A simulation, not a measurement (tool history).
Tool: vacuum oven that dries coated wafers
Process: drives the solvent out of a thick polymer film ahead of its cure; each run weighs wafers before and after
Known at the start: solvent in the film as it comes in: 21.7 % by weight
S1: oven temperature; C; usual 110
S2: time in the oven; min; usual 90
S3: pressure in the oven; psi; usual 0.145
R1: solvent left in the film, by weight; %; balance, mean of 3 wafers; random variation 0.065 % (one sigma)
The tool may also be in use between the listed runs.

Run 1, hour 0: usual settings. Result: R1 6.23 %.
Run 2, hour 19.4: usual settings. Result: R1 6.29 %.
Run 3, hour 43.3: usual settings. Result: R1 6.28 %.
Run 4, hour 55.9: usual settings. Result: R1 6.24 %.
Run 5, hour 70.6: usual settings. Result: R1 6.28 %.
Run 6, hour 80.7: usual settings but S1 105 C. Result: R1 7.75 %.
Run 7, hour 101.4: usual settings but S1 105 C. Result: R1 7.92 %.
Run 8, hour 122.9: usual settings but S1 105 C. Result: R1 8 %.
Run 9, hour 142.8: usual settings but S3 0.161 psi. Result: R1 6.5 %.
Run 10, hour 161.3: usual settings but S3 0.161 psi. Result: R1 6.58 %.
Run 11, hour 184.4: usual settings but S3 0.088 psi. Result: R1 5.85 %.
Run 12, hour 198.6: usual settings but S1 109 C, S2 99 min, S3 0.212 psi. Result: R1 6.82 %.
Run 13, hour 217.7: usual settings but S1 109 C, S2 121 min, S3 0.444 psi. Result: R1 8.41 %.
Run 14, hour 229.9: usual settings but S1 109 C, S2 121 min, S3 0.444 psi. Result: R1 8.62 %.
Run 15, hour 253.3: usual settings but S1 109 C, S2 128 min, S3 0.528 psi. Result: R1 9.48 %.
Run 16, hour 276: usual settings but S1 103 C, S2 95 min, S3 0.493 psi. Result: R1 12.57 %.
Run 17, hour 297: usual settings but S1 103 C, S2 45 min, S3 0.078 psi. Result: R1 11.67 %.
Run 18, hour 312.6: usual settings but S2 51 min. Result: R1 9.84 %.
Run 19, hour 322.8: usual settings but S1 120 C, S2 51 min, S3 0.183 psi. Result: R1 6.94 %.
Run 20, hour 337.6: usual settings but S1 120 C, S2 51 min, S3 0.183 psi. Result: R1 6.95 %.

Forecast each of these 3 alternatives for the next run:
Run A, hour 360.5: usual settings but S1 112 C, S2 51 min, S3 0.183 psi. Result: R1 ?.
Run B, hour 360.5: usual settings but S1 115 C, S2 142 min, S3 0.235 psi. Result: R1 ?.
Run C, hour 360.5: usual settings but S1 109 C. Result: R1 ?.

run    R1
  A  9.37
  B  3.87
  C  6.55
Without the tool's hidden state the same runs would have given:
run    R1
  A  8.99
  B  3.52
  C  6.12
